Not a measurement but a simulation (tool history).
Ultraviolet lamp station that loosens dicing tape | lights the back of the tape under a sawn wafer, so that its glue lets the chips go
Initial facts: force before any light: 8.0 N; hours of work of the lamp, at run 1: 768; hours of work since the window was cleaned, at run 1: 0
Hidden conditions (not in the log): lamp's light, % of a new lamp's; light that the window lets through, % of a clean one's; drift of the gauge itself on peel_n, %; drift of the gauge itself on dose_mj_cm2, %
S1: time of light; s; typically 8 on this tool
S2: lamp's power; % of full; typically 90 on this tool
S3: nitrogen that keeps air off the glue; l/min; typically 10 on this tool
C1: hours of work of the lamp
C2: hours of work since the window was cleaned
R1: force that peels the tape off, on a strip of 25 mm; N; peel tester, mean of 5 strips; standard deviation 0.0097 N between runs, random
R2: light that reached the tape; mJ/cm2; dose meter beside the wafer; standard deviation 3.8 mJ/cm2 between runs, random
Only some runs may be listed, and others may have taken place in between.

run,hour,S1,S2,S3,C1,C2,R1,R2
1,0.0,8,90,10,768,0,0.410,644
2,40.4,8,90,10,790,22,0.424,641
3,80.7,8,90,10,812,44,0.404,643
4,102.7,8,90,10,824,56,0.402,641
5,135.4,8,90,10,842,74,0.423,646
6,173.1,8,90,10,863,95,0.413,644
7,218.0,8,67,10,887,120,0.812,475
8,261.8,8,67,10,911,144,0.840,477
9,289.1,5,67,10,926,159,1.844,298
10,337.6,5,67,10,953,185,1.912,294
11,368.5,8,90,11,970,202,0.388,637
12,406.4,8,90,11,991,223,0.381,638
# hour 425.1: window cleaned of glue's vapour
13,441.3,8,90,11,1010,9,0.388,638
14,471.5,8,90,11,1026,26,0.389,642
15,494.9,4,90,10,1039,38,1.646,327
16,517.3,8,90,9,1051,51,0.451,645
17,550.5,8,90,9,1070,69,0.468,641
18,596.8,8,90,9,1095,94,0.467,649
19,617.2,8,90,10,1106,106,0.411,639
20,645.3,8,90,9,1122,121,0.443,627
21,667.0,6,90,10,1134,133,0.846,480
22,690.5,6,81,4,1147,146,1.871,433
23,710.6,13,76,18,1158,157,0.147,878
24,754.4,13,76,18,1182,181,0.142,881
25,786.9,13,76,18,1200,199,0.138,878
26,814.4,4,90,9,1215,214,1.801,319
27,847.1,4,90,9,1233,232,1.789,320
# hour 851.7: window cleaned of glue's vapour
28,879.0,4,90,9,1250,15,1.801,318
29,907.7,4,90,5,1266,31,2.461,323
30,956.2,6,90,11,1292,57,0.744,483
31,1000.7,12,87,14,1317,82,0.141,932
32,1045.5,5,90,4,1341,106,2.091,399
33,1070.6,7,90,17,1355,120,0.371,559
34,1102.7,9,62,17,1373,138,0.493,496
35,1122.7,9,62,17,1384,149,0.484,497
36,1165.5,14,85,14,1407,172,0.122,1053
37,1197.6,8,91,3,1425,190,1.214,650
38,1233.0,8,91,3,1444,209,1.219,647
39,1266.9,5,85,9,1463,228,1.368,380
# hour 1276.4: window cleaned of glue's vapour
40,1290.8,5,85,9,1476,8,1.396,382
41,1314.1,8,79,12,1489,21,0.472,566

Each row is a separate what-if for the run after 41, all from the same tool condition, not one after another. Results?
A,1346.5,8,90,12,1507,39,?,?
B,1346.5,7,80,10,1507,39,?,?
C,1346.5,14,90,10,1507,39,?,?
D,1346.5,5,68,18,1507,39,?,?
E,1346.5,8,94,15,1507,39,?,?

run,R1,R2
A,0.355,641
B,0.749,495
C,0.137,1127
D,1.344,300
E,0.259,673
Stripped of hidden state, with their random variation kept, the same runs would have yielded:
run,R1,R2
A,0.353,642
B,0.745,496
C,0.137,1130
D,1.339,301
E,0.258,674
